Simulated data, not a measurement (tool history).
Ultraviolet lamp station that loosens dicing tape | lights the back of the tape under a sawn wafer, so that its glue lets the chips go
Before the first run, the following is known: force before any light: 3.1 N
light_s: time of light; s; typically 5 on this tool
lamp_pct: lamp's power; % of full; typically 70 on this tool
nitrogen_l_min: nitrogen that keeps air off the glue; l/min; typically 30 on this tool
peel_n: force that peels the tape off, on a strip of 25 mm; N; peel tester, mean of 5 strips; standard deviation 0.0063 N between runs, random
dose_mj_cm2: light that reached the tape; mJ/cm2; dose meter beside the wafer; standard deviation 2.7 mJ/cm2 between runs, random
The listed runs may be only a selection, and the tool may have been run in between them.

run,hour,light_s,lamp_pct,nitrogen_l_min,peel_n,dose_mj_cm2
1,0,5,70,30,0.209,356
2,9,5,70,30,0.21,348
3,23.2,5,70,30,0.213,350
4,37.7,5,70,30,0.218,351
5,44.8,5,92,30,0.131,457
6,52.3,5,70,30,0.219,349
7,65.1,7,70,30,0.118,486
8,79.8,7,70,30,0.119,489
9,94.5,4,70,30,0.352,273
10,102.6,4,70,30,0.354,277
11,113,9,70,30,0.085,625
12,122.5,9,70,13,0.126,622
13,136.6,5,70,30,0.22,342
14,143.1,5,70,51,0.165,349
15,151.1,5,70,51,0.173,340
16,163.6,5,70,51,0.17,343
17,178,5,70,30,0.236,342
18,192.5,5,70,30,0.248,342
19,207,5,70,30,0.237,338
20,217.8,5,70,30,0.24,335
21,228.9,5,70,30,0.236,337
22,236,5,70,30,0.254,337
23,245.6,3,60,30,0.767,176
# hour 246.8: window cleaned of glue's vapour
24,260.9,3,60,30,0.769,173
25,270,3,60,30,0.767,171
26,284.4,3,60,30,0.753,169
# hour 285.5: window cleaned of glue's vapour, once more
27,291.9,8,61,25,0.134,496
28,306.3,8,61,25,0.131,491
29,318.5,7,62,21,0.18,434
30,325.7,3,84,48,0.303,252
31,332,8,84,24,0.077,683
32,342.7,3,66,30,0.636,195
33,356.5,4,72,11,0.639,287
34,371.3,3,90,30,0.378,272
35,383.1,3,90,10,0.698,267
36,397.8,9,77,16,0.09,688
37,405.4,2,75,19,1.12,147
38,415.2,9,90,33,0.075,802
39,423.9,9,90,33,0.072,807
40,437.2,5,70,11,0.458,345
41,450.4,5,70,11,0.475,347
42,459,5,70,10,0.462,344
43,466.5,3,86,40,0.353,249
44,479,3,86,50,0.314,256

Alternative continuations, all from the tool just after run 44; predict every row:
A,489,5,74,27,?,?
B,489,5,91,30,?,?
C,489,8,80,50,?,?

run,peel_n,dose_mj_cm2
A,0.234,362
B,0.143,444
C,0.068,618
With no hidden state in the tool, these same runs would have given:
run,peel_n,dose_mj_cm2
A,0.194,398
B,0.121,489
C,0.065,681
